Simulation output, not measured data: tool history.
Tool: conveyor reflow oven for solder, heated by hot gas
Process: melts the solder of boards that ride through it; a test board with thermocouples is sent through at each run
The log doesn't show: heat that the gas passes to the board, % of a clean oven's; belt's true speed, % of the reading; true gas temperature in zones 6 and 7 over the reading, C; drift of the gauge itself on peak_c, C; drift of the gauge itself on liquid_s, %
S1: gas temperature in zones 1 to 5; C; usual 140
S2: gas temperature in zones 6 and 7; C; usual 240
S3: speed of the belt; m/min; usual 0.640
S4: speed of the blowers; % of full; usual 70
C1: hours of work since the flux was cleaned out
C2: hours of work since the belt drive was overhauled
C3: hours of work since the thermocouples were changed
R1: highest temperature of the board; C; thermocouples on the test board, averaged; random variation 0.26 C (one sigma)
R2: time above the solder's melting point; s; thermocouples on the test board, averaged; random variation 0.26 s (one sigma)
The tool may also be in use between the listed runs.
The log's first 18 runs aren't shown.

run	hour	S1	S2	S3	S4	C1	C2	C3	R1	R2
19	332.7	140	240	0.636	62	180	572	229	220.1	43.9
# hour 362.7: flux residue cleaned out of gas plates and filters
20	364.6	141	231	0.770	70	1	586	244	208.0	30.1
21	390.5	141	231	0.770	70	15	600	258	208.2	29.6
22	402.2	151	240	0.702	70	21	607	264	221.2	43.4
23	423.8	127	240	0.615	61	33	618	276	218.8	41.9
24	443.9	127	240	0.615	61	44	629	287	218.7	41.8
25	466.9	127	240	0.615	61	57	642	299	218.2	41.9
26	487.0	150	240	0.761	56	67	653	310	214.0	35.5
27	511.2	150	240	0.761	56	81	666	323	214.2	35.6
28	528.7	140	243	0.735	88	90	675	333	222.8	39.4
29	544.6	140	248	0.741	70	99	684	341	222.7	38.9
30	569.0	140	248	0.536	70	112	697	355	234.5	60.3

5 ways to go on from here, each from the tool as it stands after run 30. What would each give?
A	594.2	130	240	0.640	60	126	711	368	?	?
B	594.2	141	248	0.570	84	126	711	368	?	?
C	594.2	140	248	0.686	57	126	711	368	?	?
D	594.2	139	252	0.758	70	126	711	368	?	?
E	594.2	140	249	0.597	74	126	711	368	?	?

run	R1	R2
A	217.1	39.5
B	235.4	57.5
C	222.0	41.9
D	225.2	38.3
E	233.0	53.3
Without the tool's hidden state the same runs would have given:
run	R1	R2
A	217.2	39.5
B	235.5	57.4
C	222.1	41.9
D	225.3	38.3
E	233.0	53.3
